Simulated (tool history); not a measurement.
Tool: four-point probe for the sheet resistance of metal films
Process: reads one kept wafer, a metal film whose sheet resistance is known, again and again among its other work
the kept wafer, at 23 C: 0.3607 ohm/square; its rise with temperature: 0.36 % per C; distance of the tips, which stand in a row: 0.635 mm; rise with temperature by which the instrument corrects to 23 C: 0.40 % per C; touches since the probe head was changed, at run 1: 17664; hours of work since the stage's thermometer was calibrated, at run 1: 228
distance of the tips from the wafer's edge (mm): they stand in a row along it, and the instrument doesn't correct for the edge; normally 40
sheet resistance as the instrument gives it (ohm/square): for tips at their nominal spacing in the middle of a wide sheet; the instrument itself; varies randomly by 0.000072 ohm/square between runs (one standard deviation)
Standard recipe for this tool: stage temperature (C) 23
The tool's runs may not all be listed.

run,hour,stage temperature (C),distance of the tips from the wafer's edge (mm),touches since the probe head was changed,hours of work since the stage's thermometer was calibrated,sheet resistance as the instrument gives it (ohm/square)
1,0.0,23,40,17664,228,0.359389
2,24.3,23,40,17981,243,0.359502
3,54.7,23,40,18380,263,0.359465
4,76.0,23,12,18658,277,0.359915
5,99.0,23,12,18959,291,0.360002
6,131.2,23,12,19380,312,0.359954
7,158.2,29,12,19734,329,0.359072
8,180.3,29,12,20023,343,0.358972
9,202.5,23,41,20313,357,0.359479
10,232.5,23,41,20706,377,0.359286
11,261.9,23,41,21090,395,0.359462
12,297.6,23,41,21558,418,0.359311
13,315.2,23,41,21788,430,0.359355
14,333.2,19,40,22024,441,0.359937
15,352.4,19,40,22275,453,0.359882
16,367.4,19,40,22470,463,0.359963
17,397.1,26,8,22859,482,0.360067
18,426.8,32,48,23248,501,0.358059
19,447.7,33,18,23522,514,0.358053
20,471.2,25,8,23829,529,0.360242
21,488.9,19,52,24061,541,0.359852
22,506.5,19,52,24292,552,0.359986
23,541.9,18,4,24755,575,0.364764
24,563.5,34,4,25037,588,0.362426
25,580.4,25,70,25258,599,0.358847
26,607.4,30,70,25611,617,0.358091
27,633.0,26,18,25946,633,0.358972
28,668.0,28,31,26405,655,0.358449
29,689.6,29,9,26686,669,0.359237
30,705.7,30,14,26897,679,0.358571
31,735.5,18,46,27287,698,0.359887

Consider 4 possible next runs. They are alternatives, not a sequence: every one starts from the tool as it was left by run 31. What does each give?
A,754.0,22,48,27530,710,?
B,754.0,25,46,27530,710,?
C,754.0,31,5,27530,710,?
D,754.0,23,24,27530,710,?

run,sheet resistance as the instrument gives it (ohm/square)
A,0.359203
B,0.358805
C,0.360964
D,0.359222
Had the tool no hidden state, the same runs would have come out as:
run,sheet resistance as the instrument gives it (ohm/square)
A,0.360819
B,0.360421
C,0.362592
D,0.360838

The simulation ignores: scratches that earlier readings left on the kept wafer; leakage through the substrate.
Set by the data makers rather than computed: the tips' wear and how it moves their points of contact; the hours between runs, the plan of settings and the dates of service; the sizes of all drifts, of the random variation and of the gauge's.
